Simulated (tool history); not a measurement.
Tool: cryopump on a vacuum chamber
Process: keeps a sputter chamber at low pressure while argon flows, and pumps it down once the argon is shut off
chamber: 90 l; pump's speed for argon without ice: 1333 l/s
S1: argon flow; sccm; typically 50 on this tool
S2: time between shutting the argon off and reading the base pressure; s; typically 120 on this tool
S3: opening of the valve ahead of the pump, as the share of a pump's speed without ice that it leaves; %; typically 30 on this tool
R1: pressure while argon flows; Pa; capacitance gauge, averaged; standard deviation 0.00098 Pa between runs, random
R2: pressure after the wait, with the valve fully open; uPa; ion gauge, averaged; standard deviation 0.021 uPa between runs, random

run	hour	S1	S2	S3	R1	R2
1	0.0	50	120	30	0.2226	0.62
2	19.0	50	141	30	0.2212	0.52
3	36.8	50	141	30	0.2226	0.56
4	51.6	50	23	30	0.2214	1.72
5	71.0	50	31	30	0.2235	1.42
6	88.8	50	31	30	0.2234	1.40
7	105.4	50	31	30	0.2250	1.36
8	116.7	21	34	38	0.0753	1.34
9	132.0	26	73	37	0.0952	0.77
10	153.7	30	73	35	0.1161	0.72
11	170.7	30	73	35	0.1165	0.79
12	194.1	30	73	35	0.1181	0.76
13	210.4	42	62	20	0.2783	0.86

4 options for the next run, each taken on its own from the tool as it stands now. Forecast them:
A	227.0	28	202	40	?	?
B	227.0	50	21	23	?	?
C	227.0	66	120	54	?	?
D	227.0	27	62	20	?	?

run	R1	R2
A	0.0965	0.48
B	0.2893	1.92
C	0.1733	0.62
D	0.1789	0.87
With the hidden condition removed and each run's random variation left untouched, the same runs would have given:
run	R1	R2
A	0.0888	0.38
B	0.2756	1.81
C	0.1551	0.52
D	0.1715	0.76

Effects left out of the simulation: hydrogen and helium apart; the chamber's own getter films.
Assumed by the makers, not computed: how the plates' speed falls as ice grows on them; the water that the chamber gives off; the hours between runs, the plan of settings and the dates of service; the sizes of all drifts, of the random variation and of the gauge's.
